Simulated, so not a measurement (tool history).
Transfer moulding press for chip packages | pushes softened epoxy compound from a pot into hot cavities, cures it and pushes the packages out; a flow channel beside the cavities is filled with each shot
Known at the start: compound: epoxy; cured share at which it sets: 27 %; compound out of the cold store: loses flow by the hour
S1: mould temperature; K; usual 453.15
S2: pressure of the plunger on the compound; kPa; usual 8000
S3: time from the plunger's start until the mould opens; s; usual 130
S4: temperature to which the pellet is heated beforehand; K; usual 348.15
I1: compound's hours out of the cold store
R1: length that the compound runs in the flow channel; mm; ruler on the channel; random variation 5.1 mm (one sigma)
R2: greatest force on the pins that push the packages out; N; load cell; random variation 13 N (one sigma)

| run | hour | S1 | S2 | S3 | S4 | I1 | R1 | R2 |
|---|---|---|---|---|---|---|---|---|
| 1 | 0 | 453.15 | 8000 | 130 | 348.15 | 30.6 | 739 | 846 |
|  | 12.7 | cavities cleaned with cleaning compound and waxed |
| 2 | 17.5 | 453.15 | 8000 | 130 | 348.15 | 22 | 747 | 661 |
| 3 | 28.2 | 453.15 | 8000 | 130 | 348.15 | 33 | 724 | 713 |
| 4 | 38.8 | 453.15 | 8000 | 130 | 348.15 | 42.7 | 701 | 776 |
| 5 | 55.5 | 453.15 | 8000 | 130 | 348.15 | 39.1 | 718 | 833 |
|  | 61.7 | cavities cleaned with cleaning compound and waxed |
| 6 | 78.4 | 453.15 | 8000 | 130 | 348.15 | 47.4 | 696 | 700 |
| 7 | 97.9 | 461.15 | 8000 | 130 | 348.15 | 23.4 | 713 | 644 |
| 8 | 108 | 453.15 | 8000 | 130 | 350.15 | 14.3 | 755 | 880 |
|  | 110.9 | cavities cleaned with cleaning compound and waxed |
| 9 | 124.7 | 453.15 | 8000 | 130 | 350.15 | 39.9 | 704 | 711 |
| 10 | 141.8 | 453.15 | 9090 | 130 | 349.15 | 24.2 | 783 | 843 |
| 11 | 153.6 | 453.15 | 8000 | 130 | 351.15 | 18.1 | 747 | 869 |
|  | 160.2 | cavities cleaned with cleaning compound and waxed |
| 12 | 165.2 | 453.15 | 9040 | 130 | 345.15 | 20 | 791 | 688 |
| 13 | 184 | 453.15 | 9040 | 130 | 345.15 | 21.3 | 782 | 824 |
| 14 | 201.7 | 461.15 | 8040 | 117 | 344.15 | 44.4 | 676 | 706 |
|  | 209.3 | cavities cleaned with cleaning compound and waxed |
| 15 | 219.3 | 453.15 | 8000 | 156 | 347.15 | 16.1 | 751 | 553 |
| 16 | 240 | 453.15 | 8000 | 156 | 347.15 | 33.8 | 714 | 664 |
|  | 257.6 | cavities cleaned with cleaning compound and waxed |
| 17 | 261.4 | 447.15 | 8000 | 120 | 343.15 | 37.6 | 708 | 1211 |

Hidden state or all else? Some run-to-run changes of R1, split into what the settings, what came in and random variation would give without the hidden state, and what is left for the hidden state (with any gauge scatter that isn't in both results):
The hidden state here: true mould temperature over the reading, C; pressure that reaches the compound, % of what is set; grip of the stained cavities, % over clean ones'; drift of the gauge itself on flow_mm, %; drift of the gauge itself on push_out_n, %.
Run 13 -> 14: S1 453.15 -> 461.15, S2 9040 -> 8040, S3 130 -> 117, S4 345.15 -> 344.15. R1 -106 mm: hidden state +3, all else -109.
Run 14 -> 15: S1 461.15 -> 453.15, S2 8040 -> 8000, S3 117 -> 156, S4 344.15 -> 347.15, cavities cleaned with cleaning compound and waxed. R1 +75 mm: hidden state -5, all else +80.

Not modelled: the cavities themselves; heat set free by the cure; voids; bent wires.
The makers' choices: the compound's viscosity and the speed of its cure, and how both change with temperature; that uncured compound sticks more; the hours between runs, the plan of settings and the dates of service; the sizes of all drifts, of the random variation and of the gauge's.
